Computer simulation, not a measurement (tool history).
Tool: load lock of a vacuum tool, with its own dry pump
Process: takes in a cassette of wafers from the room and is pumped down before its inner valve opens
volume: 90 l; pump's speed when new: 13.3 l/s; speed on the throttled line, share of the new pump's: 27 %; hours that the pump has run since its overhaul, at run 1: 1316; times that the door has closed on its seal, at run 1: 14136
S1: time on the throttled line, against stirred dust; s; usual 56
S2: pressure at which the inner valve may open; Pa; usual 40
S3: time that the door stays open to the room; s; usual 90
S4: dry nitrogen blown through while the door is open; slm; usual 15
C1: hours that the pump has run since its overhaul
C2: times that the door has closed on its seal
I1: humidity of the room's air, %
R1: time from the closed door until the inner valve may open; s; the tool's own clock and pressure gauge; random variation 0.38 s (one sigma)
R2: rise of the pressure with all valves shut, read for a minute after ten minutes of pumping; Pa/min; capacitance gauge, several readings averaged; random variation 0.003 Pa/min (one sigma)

run,hour,S1,S2,S3,S4,C1,C2,I1,R1,R2
1,0.0,56,40,90,15,1316,14136,45.6,94.3,0.083
2,141.3,56,40,90,18,1457,14778,46.7,93.8,0.083
3,227.9,56,40,90,18,1544,15172,47.4,94.3,0.089
4,328.5,63,40,90,18,1644,15630,42.9,99.1,0.090
5,412.8,56,40,90,15,1729,16014,46.2,94.2,0.088
6,485.2,56,45,90,15,1801,16343,44.7,93.5,0.096
7,606.8,56,45,90,15,1923,16896,47.2,93.6,0.098
8,759.3,56,45,90,15,2075,17590,47.9,93.7,0.103
9,825.1,56,45,90,15,2141,17889,44.6,93.8,0.109
10,907.8,56,45,90,15,2224,18265,43.0,93.2,0.112
11,1033.8,82,45,90,15,2350,18838,45.8,112.5,0.109
12,1149.2,110,39,90,15,2465,19363,45.1,133.9,0.121
13,1284.4,56,75,90,15,2600,19978,45.5,89.6,0.124
14,1446.9,36,40,59,15,2763,20717,42.8,80.5,0.122
15,1570.8,41,40,62,21,2887,21281,46.7,84.5,0.125
16,1680.2,112,29,111,16,2996,21778,39.5,138.0,0.141

4 ways to go on from here, each from the tool as it stands after run 16. What would each give?
A,1746.6,112,29,111,38,3063,22080,41.8,?,?
B,1746.6,33,40,80,15,3063,22080,42.3,?,?
C,1746.6,56,45,71,7,3063,22080,47.4,?,?
D,1746.6,72,63,90,14,3063,22080,43.6,?,?

run,R1,R2
A,137.3,0.136
B,78.5,0.140
C,94.4,0.150
D,103.8,0.140
Without the tool's hidden state the same runs would have given:
run,R1,R2
A,136.8,0.014
B,77.5,0.016
C,93.6,0.026
D,103.1,0.018

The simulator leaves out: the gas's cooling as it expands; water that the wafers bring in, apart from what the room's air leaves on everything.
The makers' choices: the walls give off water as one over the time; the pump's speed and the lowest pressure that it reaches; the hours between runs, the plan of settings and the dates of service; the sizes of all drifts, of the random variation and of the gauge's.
